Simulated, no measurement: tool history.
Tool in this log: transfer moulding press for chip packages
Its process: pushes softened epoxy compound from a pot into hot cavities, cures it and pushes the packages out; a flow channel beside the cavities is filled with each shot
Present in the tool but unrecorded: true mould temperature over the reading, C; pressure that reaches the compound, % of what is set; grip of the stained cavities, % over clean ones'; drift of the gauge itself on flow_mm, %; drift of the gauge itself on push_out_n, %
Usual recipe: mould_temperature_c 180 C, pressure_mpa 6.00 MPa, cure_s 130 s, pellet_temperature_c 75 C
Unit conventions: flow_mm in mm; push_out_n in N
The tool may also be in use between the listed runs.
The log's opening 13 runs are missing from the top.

run   hour  mould_temperature_c  pressure_mpa  cure_s  pellet_temperature_c  hours of work since the mould's thermocouples were calibrated  shots since the plunger's rings were changed  shots since the cavities were cleaned  incoming compound's hours out of the cold store  flow_mm  push_out_n
      91.4  -- cavities cleaned with cleaning compound and waxed
 14   94.3                  180          6.00     130                    75                                                            177                                           315                                     28                                             31.9      816         536
 15  104.0                  180          6.00     130                    75                                                            183                                           402                                    115                                             43.9      777         595
 16  114.8                  180          4.52     122                    71                                                            189                                           500                                    213                                             28.6      718         767
 17  122.0                  180          4.52     148                    81                                                            194                                           565                                    278                                             13.7      764         615
 18  132.4                  180          6.47     130                    75                                                            200                                           659                                    372                                             31.1      849         742
 19  141.4                  180          6.00     130                    72                                                            206                                           741                                    454                                             20.6      853         802
 20  147.5                  180          6.40     130                    74                                                            210                                           796                                    509                                             14.1      905         805
 21  152.6                  186          7.47     146                    75                                                            213                                           843                                    556                                             12.3      961         636
     155.8  -- cavities cleaned with cleaning compound and waxed
 22  161.3                  186          7.47     146                    67                                                            218                                           908                                     50                                             24.6      914         445
 23  167.2                  187          4.79     130                    68                                                            221                                           961                                    103                                             27.7      719         485
 24  176.6                  180          7.20     135                    71                                                            227                                          1047                                    189                                             26.6      910         621
 25  181.7                  180          6.00     143                    75                                                            230                                          1093                                    235                                             17.4      861         640
 26  187.8                  180          6.00     143                    84                                                            234                                          1148                                    290                                             29.5      820         602
 27  197.8                  180          6.00     130                    79                                                            240                                          1239                                    381                                             21.4      846         774
 28  206.5                  186          5.41     130                    79                                                            246                                          1318                                    460                                             36.6      738         644
 29  216.1                  186          5.41     130                    79                                                            252                                          1404                                    546                                             29.5      759         658
     220.5  -- cavities cleaned with cleaning compound and waxed
 30  228.0                  186          5.41     130                    79                                                            258                                          1498                                     67                                             43.5      716         466

Below are 3 alternative next runs, each starting from the tool's condition after run 30. Predict each:
  A  237.8                  186          5.41     168                    81                                                            264                                          1588                                    157                                              8.2        ?           ?
  B  237.8                  180          6.97     130                    75                                                            264                                          1588                                    157                                             38.2        ?           ?
  C  237.8                  180          6.00     149                    75                                                            264                                          1588                                    157                                             28.2        ?           ?

run  flow_mm  push_out_n
  A      827         484
  B      849         625
  C      820         556
Take away the tool's hidden state, keep each run's random variation, and the runs would have read:
run  flow_mm  push_out_n
  A      840         381
  B      862         492
  C      832         436

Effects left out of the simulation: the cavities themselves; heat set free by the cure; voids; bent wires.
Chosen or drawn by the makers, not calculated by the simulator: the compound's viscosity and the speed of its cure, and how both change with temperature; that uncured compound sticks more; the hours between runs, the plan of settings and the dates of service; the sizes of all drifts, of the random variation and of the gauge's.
